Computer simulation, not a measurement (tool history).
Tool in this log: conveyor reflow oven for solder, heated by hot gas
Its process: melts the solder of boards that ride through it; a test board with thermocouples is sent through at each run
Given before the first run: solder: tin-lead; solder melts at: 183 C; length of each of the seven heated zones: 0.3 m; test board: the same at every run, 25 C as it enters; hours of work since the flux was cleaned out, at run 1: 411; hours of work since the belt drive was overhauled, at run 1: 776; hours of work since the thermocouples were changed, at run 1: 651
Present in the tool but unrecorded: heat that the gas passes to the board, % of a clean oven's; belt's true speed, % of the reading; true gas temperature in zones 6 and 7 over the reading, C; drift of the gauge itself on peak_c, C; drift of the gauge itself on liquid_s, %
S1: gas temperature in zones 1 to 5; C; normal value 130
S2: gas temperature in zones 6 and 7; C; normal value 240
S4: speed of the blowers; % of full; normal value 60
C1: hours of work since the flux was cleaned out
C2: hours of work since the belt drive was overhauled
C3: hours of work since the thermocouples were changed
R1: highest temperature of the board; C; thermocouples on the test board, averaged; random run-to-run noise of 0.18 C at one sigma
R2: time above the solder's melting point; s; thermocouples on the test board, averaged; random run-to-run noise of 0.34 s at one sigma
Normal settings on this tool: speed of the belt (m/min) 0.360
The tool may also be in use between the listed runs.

{"run": 1, "hour": 0.0, "S1": 130, "S2": 240, "speed of the belt (m/min)": 0.36, "S4": 60, "C1": 411, "C2": 776, "C3": 651, "R1": 217.8, "R2": 72.5}
{"run": 2, "hour": 26.1, "S1": 130, "S2": 240, "speed of the belt (m/min)": 0.36, "S4": 60, "C1": 429, "C2": 793, "C3": 668, "R1": 217.9, "R2": 73.4}
{"run": 3, "hour": 47.4, "S1": 130, "S2": 240, "speed of the belt (m/min)": 0.36, "S4": 60, "C1": 443, "C2": 807, "C3": 682, "R1": 217.8, "R2": 73.0}
{"hour": 80.2, "done": "flux residue cleaned out of gas plates and filters"}
{"run": 4, "hour": 80.2, "S1": 130, "S2": 240, "speed of the belt (m/min)": 0.36, "S4": 60, "C1": 0, "C2": 826, "C3": 701, "R1": 220.0, "R2": 75.2}
{"run": 5, "hour": 103.3, "S1": 130, "S2": 240, "speed of the belt (m/min)": 0.36, "S4": 60, "C1": 15, "C2": 841, "C3": 716, "R1": 219.7, "R2": 74.9}
{"run": 6, "hour": 127.4, "S1": 132, "S2": 240, "speed of the belt (m/min)": 0.36, "S4": 60, "C1": 31, "C2": 857, "C3": 732, "R1": 219.9, "R2": 76.2}
{"run": 7, "hour": 148.5, "S1": 130, "S2": 240, "speed of the belt (m/min)": 0.36, "S4": 60, "C1": 45, "C2": 871, "C3": 746, "R1": 220.0, "R2": 74.6}
{"run": 8, "hour": 170.6, "S1": 130, "S2": 240, "speed of the belt (m/min)": 0.36, "S4": 60, "C1": 60, "C2": 886, "C3": 761, "R1": 220.1, "R2": 75.1}
{"run": 9, "hour": 186.5, "S1": 130, "S2": 240, "speed of the belt (m/min)": 0.36, "S4": 60, "C1": 71, "C2": 896, "C3": 771, "R1": 219.6, "R2": 74.3}
{"run": 10, "hour": 201.6, "S1": 130, "S2": 240, "speed of the belt (m/min)": 0.36, "S4": 60, "C1": 81, "C2": 906, "C3": 781, "R1": 219.6, "R2": 75.1}
{"run": 11, "hour": 217.6, "S1": 130, "S2": 240, "speed of the belt (m/min)": 0.36, "S4": 60, "C1": 91, "C2": 917, "C3": 792, "R1": 219.7, "R2": 74.9}
{"run": 12, "hour": 232.6, "S1": 123, "S2": 240, "speed of the belt (m/min)": 0.36, "S4": 60, "C1": 101, "C2": 927, "C3": 802, "R1": 218.0, "R2": 71.2}
{"run": 13, "hour": 252.3, "S1": 123, "S2": 240, "speed of the belt (m/min)": 0.36, "S4": 60, "C1": 114, "C2": 940, "C3": 815, "R1": 218.3, "R2": 69.8}
{"run": 14, "hour": 279.5, "S1": 130, "S2": 240, "speed of the belt (m/min)": 0.36, "S4": 60, "C1": 132, "C2": 958, "C3": 833, "R1": 219.5, "R2": 75.1}
{"run": 15, "hour": 305.7, "S1": 130, "S2": 240, "speed of the belt (m/min)": 0.36, "S4": 60, "C1": 150, "C2": 976, "C3": 851, "R1": 219.5, "R2": 75.5}
{"run": 16, "hour": 318.1, "S1": 137, "S2": 240, "speed of the belt (m/min)": 0.36, "S4": 79, "C1": 158, "C2": 984, "C3": 859, "R1": 227.4, "R2": 85.7}
{"run": 17, "hour": 333.4, "S1": 137, "S2": 240, "speed of the belt (m/min)": 0.36, "S4": 79, "C1": 168, "C2": 994, "C3": 869, "R1": 227.5, "R2": 86.3}
{"run": 18, "hour": 349.8, "S1": 130, "S2": 240, "speed of the belt (m/min)": 0.319, "S4": 60, "C1": 179, "C2": 1005, "C3": 880, "R1": 224.3, "R2": 89.7}
{"run": 19, "hour": 362.3, "S1": 130, "S2": 234, "speed of the belt (m/min)": 0.319, "S4": 60, "C1": 187, "C2": 1013, "C3": 888, "R1": 218.7, "R2": 84.2}
{"run": 20, "hour": 387.4, "S1": 125, "S2": 240, "speed of the belt (m/min)": 0.419, "S4": 60, "C1": 204, "C2": 1030, "C3": 905, "R1": 212.1, "R2": 53.2}
{"hour": 400.4, "done": "belt drive overhauled, speed set with a stopwatch"}
{"run": 21, "hour": 405.6, "S1": 135, "S2": 254, "speed of the belt (m/min)": 0.419, "S4": 60, "C1": 213, "C2": 3, "C3": 914, "R1": 224.3, "R2": 67.6}
{"run": 22, "hour": 433.0, "S1": 123, "S2": 235, "speed of the belt (m/min)": 0.3, "S4": 87, "C1": 232, "C2": 22, "C3": 932, "R1": 226.8, "R2": 95.8}
{"run": 23, "hour": 460.6, "S1": 123, "S2": 235, "speed of the belt (m/min)": 0.3, "S4": 87, "C1": 250, "C2": 40, "C3": 951, "R1": 226.7, "R2": 95.8}
{"run": 24, "hour": 485.8, "S1": 123, "S2": 235, "speed of the belt (m/min)": 0.3, "S4": 87, "C1": 267, "C2": 57, "C3": 968, "R1": 226.7, "R2": 95.6}
{"run": 25, "hour": 506.2, "S1": 123, "S2": 235, "speed of the belt (m/min)": 0.3, "S4": 87, "C1": 280, "C2": 70, "C3": 981, "R1": 226.9, "R2": 95.1}
{"run": 26, "hour": 532.6, "S1": 130, "S2": 240, "speed of the belt (m/min)": 0.355, "S4": 60, "C1": 298, "C2": 88, "C3": 999, "R1": 218.6, "R2": 72.7}
{"run": 27, "hour": 544.7, "S1": 130, "S2": 234, "speed of the belt (m/min)": 0.355, "S4": 60, "C1": 306, "C2": 96, "C3": 1007, "R1": 213.6, "R2": 68.3}

Forecast run 28:
{"run": 28, "hour": 562.6, "S1": 130, "S2": 234, "speed of the belt (m/min)": 0.355, "S4": 60, "C1": 318, "C2": 108, "C3": 1019, "R1": "?", "R2": "?"}

R1: 213.6 C
R2: 68.0 s
On a tool with no hidden condition, and with the same random variation, this run would have come out at R1 213.3 C, R2 67.9 s.
